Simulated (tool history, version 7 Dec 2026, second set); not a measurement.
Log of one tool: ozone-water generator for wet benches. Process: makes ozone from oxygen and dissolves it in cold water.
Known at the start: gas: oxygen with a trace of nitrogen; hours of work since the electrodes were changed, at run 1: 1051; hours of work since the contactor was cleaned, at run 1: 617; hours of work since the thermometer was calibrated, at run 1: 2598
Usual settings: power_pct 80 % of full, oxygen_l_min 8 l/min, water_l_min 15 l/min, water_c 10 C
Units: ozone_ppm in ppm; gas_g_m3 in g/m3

run    hour  power_pct  oxygen_l_min  water_l_min  water_c  hours of work since the electrodes were changed  hours of work since the contactor was cleaned  hours of work since the thermometer was calibrated  ozone_ppm  gas_g_m3
  1       0         80             8           15       10                                             1051                                            617                                                2598       45.6     250.5
  2   103.6         80             8           15       10                                             1128                                            695                                                2675       45.3     250.8
  3   323.2         80             8           15       10                                             1293                                            860                                                2840       44.9     245.9
  4   492.1         80             8           15       10                                             1420                                            986                                                2967         44     246.4
  5   709.7         80             8           15       10                                             1583                                           1150                                                3130       43.7     245.3
  6   839.9         80             8           15        6                                             1681                                           1247                                                3228       46.7     242.5
      924.2  -- water thermometer calibrated
  7  1030.1         80             8           15        6                                             1823                                           1390                                                  79       46.6     239.3
  8  1194.2         50         10.94           15       10                                             1946                                           1513                                                 203       31.3     151.7
  9  1387.5         92             8           17       10                                             2091                                           1658                                                 348       42.3     258.6
 10    1509         56             8           17       10                                             2182                                           1749                                                 439       29.4       181
 11  1605.2         80         10.56           15        8                                             2255                                           1821                                                 511       44.7     211.7
 12  1743.3         42         10.56           15       14                                             2358                                           1925                                                 615       24.7     133.4
 13  1909.7         88             8           23        7                                             2483                                           2050                                                 739         32     244.3

Some steps in ozone_ppm between neighbouring runs. How much of each would the tool show without its hidden state too (settings, what came in, random variation), and how much is left for the hidden state, with any gauge scatter that isn't in both results?
The hidden state here: yield of the discharge, % of new electrodes'; contactor's efficiency, % of a clean one's; true water temperature over the reading, C; drift of the gauge itself on ozone_ppm, %; drift of the gauge itself on gas_g_m3, %.
Run 11 -> 12: power_pct 80 -> 42, water_c 8 -> 14. ozone_ppm -20 ppm: hidden state +4.6, all else -24.6.

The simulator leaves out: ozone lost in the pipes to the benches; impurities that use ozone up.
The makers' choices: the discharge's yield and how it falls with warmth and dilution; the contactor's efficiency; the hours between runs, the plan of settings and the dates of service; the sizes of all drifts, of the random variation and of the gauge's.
